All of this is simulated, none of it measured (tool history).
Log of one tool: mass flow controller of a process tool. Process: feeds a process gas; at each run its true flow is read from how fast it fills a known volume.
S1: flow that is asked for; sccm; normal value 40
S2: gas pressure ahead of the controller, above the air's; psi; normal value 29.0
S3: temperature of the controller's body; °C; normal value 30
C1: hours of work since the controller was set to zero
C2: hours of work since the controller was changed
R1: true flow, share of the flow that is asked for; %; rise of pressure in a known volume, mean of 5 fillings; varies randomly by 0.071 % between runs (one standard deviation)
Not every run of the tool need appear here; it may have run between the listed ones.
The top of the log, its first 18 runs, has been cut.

run    hour  S1    S2  S3   C1   C2      R1
     1137.2  -- controller exchanged for a calibrated one
 19  1148.5  40  29.0  30    4    4   99.73
 20  1189.4  40  29.0  30   19   19   99.70
 21  1243.3  40  29.0  30   39   39   99.79
 22  1317.7  40  36.8  30   66   66   99.38
 23  1399.1  16  36.8  34   96   96   99.49
 24  1472.6  13  20.6  34  123  123  100.52
 25  1551.4  91  29.0  30  153  153  100.45
 26  1599.5  91  29.0  30  170  170  100.44
 27  1661.6  12  31.9  30  193  193   99.64
 28  1704.1  30  36.5  22  209  209   98.34
 29  1786.5  40  26.0  21  239  239   98.98
 30  1837.3  15  32.8  30  258  258   99.56
 31  1898.5  40  38.9  32  280  280   99.62
 32  1962.5  55  37.1  32  304  304   99.87
 33  2042.3  14  29.0  22  333  333   98.93

For run 34, what comes out?
 34  2119.1  97  38.1  26  362  362   ?

R1: 99.60 %
Without the tool's hidden state the same run would have given R1 99.55 %.
